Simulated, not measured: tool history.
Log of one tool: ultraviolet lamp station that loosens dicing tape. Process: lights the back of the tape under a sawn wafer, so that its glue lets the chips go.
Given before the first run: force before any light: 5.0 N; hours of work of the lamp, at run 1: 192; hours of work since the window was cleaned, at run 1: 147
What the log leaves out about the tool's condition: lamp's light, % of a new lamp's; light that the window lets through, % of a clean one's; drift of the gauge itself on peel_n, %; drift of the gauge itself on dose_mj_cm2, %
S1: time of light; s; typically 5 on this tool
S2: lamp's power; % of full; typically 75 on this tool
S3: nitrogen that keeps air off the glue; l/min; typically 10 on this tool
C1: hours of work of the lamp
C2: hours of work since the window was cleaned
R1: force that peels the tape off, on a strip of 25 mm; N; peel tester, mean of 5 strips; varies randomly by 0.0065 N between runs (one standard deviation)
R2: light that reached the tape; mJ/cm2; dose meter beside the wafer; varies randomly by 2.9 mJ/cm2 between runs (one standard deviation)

run	hour	S1	S2	S3	C1	C2	R1	R2
1	0	5	75	10	192	147	0.238	387
2	12.9	5	75	10	202	157	0.238	388
3	19.6	5	75	10	207	161	0.239	388
4	32.2	5	75	10	216	170	0.247	385
5	44.6	5	75	10	224	179	0.237	386
6	53.5	5	84	10	231	186	0.21	427
7	64.8	5	75	10	239	194	0.235	381
8	77.6	5	82	10	248	203	0.208	414
9	90	5	82	10	257	212	0.231	412
10	104.5	6	75	10	267	222	0.181	453
11	115.1	5	75	10	275	230	0.247	373
12	123.3	5	75	10	281	236	0.245	372
13	132	5	64	10	287	242	0.332	321
14	146.2	5	76	10	297	252	0.244	377
15	153.6	5	68	10	303	257	0.311	334
16	163	5	75	10	309	264	0.246	373
17	175.7	5	75	10	318	273	0.259	368
18	190.1	5	75	10	329	284	0.263	367
19	203.8	5	75	10	339	293	0.247	362
20	210.3	5	75	10	343	298	0.255	368
21	225.2	3	75	10	354	309	0.659	221
22	233.9	3	75	10	360	315	0.694	215
23	242.1	3	74	10	366	321	0.694	213
24	256.1	4	74	10	376	331	0.409	284
25	264.5	8	62	3	382	337	0.393	476
26	273	3	75	3	388	343	1.406	214
27	284	5	79	9	396	351	0.266	374
28	295.6	5	64	8	404	359	0.431	303
# hour 297.4: window cleaned of glue's vapour
29	304.3	5	64	8	410	5	0.452	293
30	318	5	64	8	420	15	0.457	294
# hour 330.3: window cleaned of glue's vapour, once more
31	333	5	64	8	430	2	0.401	318
32	341.5	5	79	4	437	8	0.472	388
33	353.8	5	75	4	445	17	0.526	365
34	363.7	5	75	4	452	24	0.51	361
35	376.6	5	94	4	462	33	0.358	461
36	384.9	5	94	4	468	39	0.34	457
37	399.1	8	75	10	478	49	0.146	587
38	414.1	8	76	5	489	60	0.212	584
39	428.9	2	78	15	499	71	0.994	151
40	441.4	2	78	15	508	80	1.02	149
41	449.5	2	65	10	514	85	1.498	123
42	463.8	5	78	10	524	96	0.248	370
43	474.8	9	72	10	532	104	0.152	612
44	488.8	9	72	10	542	114	0.141	614

Had the tool no unlogged condition, and each run kept its random variation, what would the results have been?
run	R1	R2
1	0.21	420
2	0.21	421
3	0.21	423
4	0.216	421
5	0.206	423
6	0.188	469
7	0.201	420
8	0.182	458
9	0.201	458
10	0.161	505
11	0.207	418
12	0.205	417
13	0.268	361
14	0.203	426
15	0.253	378
16	0.202	423
17	0.212	419
18	0.212	419
19	0.198	415
20	0.204	423
21	0.507	255
22	0.535	249
23	0.531	248
24	0.306	331
25	0.293	556
26	1.149	251
27	0.206	439
28	0.318	357
29	0.311	356
30	0.315	359
31	0.317	361
32	0.37	441
33	0.409	418
34	0.394	414
35	0.279	531
36	0.26	526
37	0.138	679
38	0.182	679
39	0.777	176
40	0.794	175
41	1.23	144
42	0.193	437
43	0.145	724
44	0.134	729
